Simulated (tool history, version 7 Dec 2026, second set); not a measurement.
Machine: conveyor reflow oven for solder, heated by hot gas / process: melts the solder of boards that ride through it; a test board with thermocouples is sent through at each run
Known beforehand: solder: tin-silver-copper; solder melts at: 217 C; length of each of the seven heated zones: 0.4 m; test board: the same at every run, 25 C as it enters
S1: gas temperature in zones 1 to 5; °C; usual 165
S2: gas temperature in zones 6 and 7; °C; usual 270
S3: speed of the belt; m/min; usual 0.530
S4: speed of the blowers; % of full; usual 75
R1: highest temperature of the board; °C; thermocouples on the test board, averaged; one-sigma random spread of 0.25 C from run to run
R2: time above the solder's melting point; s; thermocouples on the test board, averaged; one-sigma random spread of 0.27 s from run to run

| run | hour | S1 | S2 | S3 | S4 | R1 | R2 |
|---|---|---|---|---|---|---|---|
| 1 | 0.0 | 165 | 270 | 0.530 | 75 | 253.8 | 65.9 |
| 2 | 9.5 | 172 | 270 | 0.530 | 75 | 254.4 | 69.7 |
| 3 | 17.3 | 172 | 270 | 0.530 | 75 | 254.6 | 69.0 |
| 4 | 32.1 | 165 | 270 | 0.530 | 75 | 252.9 | 65.6 |
| 5 | 39.4 | 165 | 270 | 0.530 | 75 | 253.0 | 65.9 |
| 6 | 51.1 | 162 | 270 | 0.530 | 75 | 252.5 | 64.1 |
| 7 | 62.8 | 162 | 270 | 0.530 | 75 | 252.6 | 64.0 |
| 8 | 73.4 | 165 | 273 | 0.530 | 75 | 255.9 | 67.8 |
| 9 | 82.6 | 165 | 273 | 0.530 | 75 | 256.0 | 68.0 |
| 10 | 94.7 | 165 | 273 | 0.530 | 75 | 255.5 | 68.1 |
| 11 | 105.9 | 165 | 270 | 0.530 | 75 | 252.8 | 65.3 |
| 12 | 122.1 | 165 | 270 | 0.530 | 65 | 250.1 | 62.5 |
| 13 | 136.1 | 165 | 270 | 0.530 | 75 | 252.7 | 65.7 |
| 14 | 147.1 | 165 | 270 | 0.530 | 75 | 252.8 | 64.8 |
| 15 | 155.3 | 165 | 270 | 0.530 | 75 | 252.9 | 65.2 |
| 16 | 171.6 | 150 | 282 | 0.530 | 79 | 261.9 | 67.1 |
| 17 | 182.9 | 150 | 282 | 0.530 | 79 | 262.1 | 67.4 |
| 18 | 193.5 | 150 | 282 | 0.530 | 79 | 261.6 | 67.2 |
| 19 | 209.3 | 150 | 273 | 0.592 | 58 | 242.6 | 41.7 |
| 20 | 223.0 | 150 | 273 | 0.592 | 58 | 242.8 | 42.1 |
| 21 | 239.1 | 151 | 270 | 0.530 | 75 | 250.3 | 57.9 |
| 22 | 255.0 | 151 | 261 | 0.567 | 75 | 239.6 | 42.6 |
| 23 | 269.2 | 151 | 261 | 0.567 | 75 | 239.8 | 43.1 |
| 24 | 280.5 | 157 | 270 | 0.530 | 77 | 251.7 | 61.7 |
| 25 | 296.9 | 157 | 270 | 0.530 | 77 | 251.3 | 61.5 |
| 26 | 312.5 | 157 | 270 | 0.530 | 77 | 251.5 | 60.5 |
| 27 | 327.1 | 157 | 270 | 0.530 | 77 | 251.6 | 61.2 |
| 28 | 342.7 | 165 | 270 | 0.573 | 75 | 249.0 | 56.6 |
| 29 | 352.7 | 165 | 270 | 0.573 | 75 | 249.1 | 56.4 |
| 30 | 365.6 | 165 | 270 | 0.530 | 70 | 250.9 | 63.1 |

Below, some changes in R1 between adjacent runs. For each, the amount present without the hidden state too (settings, incoming material, random variation) and the amount remaining for the hidden state with gauge scatter not shared by both compared results:
Hidden state present: heat that the gas passes to the board, % of a clean oven's; belt's true speed, % of the reading; true gas temperature in zones 6 and 7 over the reading, C; drift of the gauge itself on peak_c, C; drift of the gauge itself on liquid_s, %.
Run 12 -> 13: S4 65 -> 75. R1 +2.6 °C: hidden state -0.2, all else +2.8.
Run 15 -> 16: S1 165 -> 150, S2 270 -> 282, S4 75 -> 79. R1 +9.0 °C: hidden state -0.4, all else +9.4.
Run 18 -> 19: S2 282 -> 273, S3 0.530 -> 0.592, S4 79 -> 58. R1 -19.0 °C: hidden state +0.1, all else -19.1.
Run 21 -> 22: S2 270 -> 261, S3 0.530 -> 0.567. R1 -10.7 °C: hidden state -0.2, all else -10.5.
Run 23 -> 24: S1 151 -> 157, S2 261 -> 270, S3 0.567 -> 0.530, S4 75 -> 77. R1 +11.9 °C: hidden state +0.0, all else +11.9.
Run 29 -> 30: S3 0.573 -> 0.530, S4 75 -> 70. R1 +1.8 °C: hidden state +0.3, all else +1.5.
